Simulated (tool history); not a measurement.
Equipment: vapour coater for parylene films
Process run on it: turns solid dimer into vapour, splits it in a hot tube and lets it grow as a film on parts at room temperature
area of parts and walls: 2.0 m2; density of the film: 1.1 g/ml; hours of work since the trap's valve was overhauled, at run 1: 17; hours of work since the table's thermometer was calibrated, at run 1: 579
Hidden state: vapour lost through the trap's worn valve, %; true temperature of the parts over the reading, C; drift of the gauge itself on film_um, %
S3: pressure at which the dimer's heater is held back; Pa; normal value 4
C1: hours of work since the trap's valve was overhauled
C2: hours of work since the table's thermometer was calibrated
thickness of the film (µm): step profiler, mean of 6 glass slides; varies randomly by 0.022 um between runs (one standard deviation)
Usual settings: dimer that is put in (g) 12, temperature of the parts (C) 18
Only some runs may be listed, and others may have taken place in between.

run 1 hour=0 | dimer_that_is_put_in_(g)=12 temperature_of_the_parts_(C)=18 S3=4 | C1=17 C2=579 | thickness_of_the_film_(µm)=3.38
run 2 hour=17.6 | dimer_that_is_put_in_(g)=12 temperature_of_the_parts_(C)=18 S3=4 | C1=31 C2=593 | thickness_of_the_film_(µm)=3.45
run 3 hour=54.4 | dimer_that_is_put_in_(g)=12 temperature_of_the_parts_(C)=18 S3=4 | C1=61 C2=623 | thickness_of_the_film_(µm)=3.41
run 4 hour=87.6 | dimer_that_is_put_in_(g)=12 temperature_of_the_parts_(C)=18 S3=4 | C1=89 C2=651 | thickness_of_the_film_(µm)=3.41
run 5 hour=121.5 | dimer_that_is_put_in_(g)=12 temperature_of_the_parts_(C)=18 S3=4 | C1=116 C2=678 | thickness_of_the_film_(µm)=3.43
run 6 hour=137 | dimer_that_is_put_in_(g)=12 temperature_of_the_parts_(C)=18 S3=4 | C1=129 C2=691 | thickness_of_the_film_(µm)=3.42
run 7 hour=157.6 | dimer_that_is_put_in_(g)=12 temperature_of_the_parts_(C)=18 S3=4 | C1=146 C2=708 | thickness_of_the_film_(µm)=3.41
run 8 hour=182.2 | dimer_that_is_put_in_(g)=7 temperature_of_the_parts_(C)=18 S3=4 | C1=166 C2=728 | thickness_of_the_film_(µm)=2.01
run 9 hour=199.9 | dimer_that_is_put_in_(g)=7 temperature_of_the_parts_(C)=18 S3=4 | C1=181 C2=743 | thickness_of_the_film_(µm)=2.03
run 10 hour=229.8 | dimer_that_is_put_in_(g)=9 temperature_of_the_parts_(C)=24 S3=4 | C1=205 C2=767 | thickness_of_the_film_(µm)=2
run 11 hour=250.8 | dimer_that_is_put_in_(g)=9 temperature_of_the_parts_(C)=24 S3=4 | C1=222 C2=784 | thickness_of_the_film_(µm)=2
run 12 hour=271.2 | dimer_that_is_put_in_(g)=7 temperature_of_the_parts_(C)=20 S3=4 | C1=239 C2=801 | thickness_of_the_film_(µm)=1.81
run 13 hour=303.9 | dimer_that_is_put_in_(g)=7 temperature_of_the_parts_(C)=19 S3=3.06 | C1=266 C2=828 | thickness_of_the_film_(µm)=1.99
run 14 hour=331.8 | dimer_that_is_put_in_(g)=7 temperature_of_the_parts_(C)=19 S3=3.06 | C1=289 C2=851 | thickness_of_the_film_(µm)=1.96
run 15 hour=355.4 | dimer_that_is_put_in_(g)=12 temperature_of_the_parts_(C)=18 S3=7.3 | C1=308 C2=870 | thickness_of_the_film_(µm)=3.19
-- hour=362.9 trap's valve overhauled
run 16 hour=392.5 | dimer_that_is_put_in_(g)=21 temperature_of_the_parts_(C)=25 S3=2.55 | C1=24 C2=897 | thickness_of_the_film_(µm)=4.72
run 17 hour=428.8 | dimer_that_is_put_in_(g)=21 temperature_of_the_parts_(C)=25 S3=2.55 | C1=54 C2=927 | thickness_of_the_film_(µm)=4.64

What if the next run were any one of these 5? Each begins from the tool's condition after run 17:
run A hour=449.4 | dimer_that_is_put_in_(g)=19 temperature_of_the_parts_(C)=25 S3=2.55 | C1=71 C2=944 | thickness_of_the_film_(µm)=?
run B hour=449.4 | dimer_that_is_put_in_(g)=14 temperature_of_the_parts_(C)=18 S3=4 | C1=71 C2=944 | thickness_of_the_film_(µm)=?
run C hour=449.4 | dimer_that_is_put_in_(g)=21 temperature_of_the_parts_(C)=21 S3=2.55 | C1=71 C2=944 | thickness_of_the_film_(µm)=?
run D hour=449.4 | dimer_that_is_put_in_(g)=20 temperature_of_the_parts_(C)=26 S3=7.31 | C1=71 C2=944 | thickness_of_the_film_(µm)=?
run E hour=449.4 | dimer_that_is_put_in_(g)=8 temperature_of_the_parts_(C)=17 S3=4 | C1=71 C2=944 | thickness_of_the_film_(µm)=?

run=A thickness_of_the_film_(µm)=4.24
run=B thickness_of_the_film_(µm)=4.05
run=C thickness_of_the_film_(µm)=5.54
run=D thickness_of_the_film_(µm)=3.75
run=E thickness_of_the_film_(µm)=2.38
The same runs, with their run-to-run variation unchanged, on a tool lacking any hidden condition would have given:
run=A thickness_of_the_film_(µm)=4.25
run=B thickness_of_the_film_(µm)=4.05
run=C thickness_of_the_film_(µm)=5.55
run=D thickness_of_the_film_(µm)=3.75
run=E thickness_of_the_film_(µm)=2.39

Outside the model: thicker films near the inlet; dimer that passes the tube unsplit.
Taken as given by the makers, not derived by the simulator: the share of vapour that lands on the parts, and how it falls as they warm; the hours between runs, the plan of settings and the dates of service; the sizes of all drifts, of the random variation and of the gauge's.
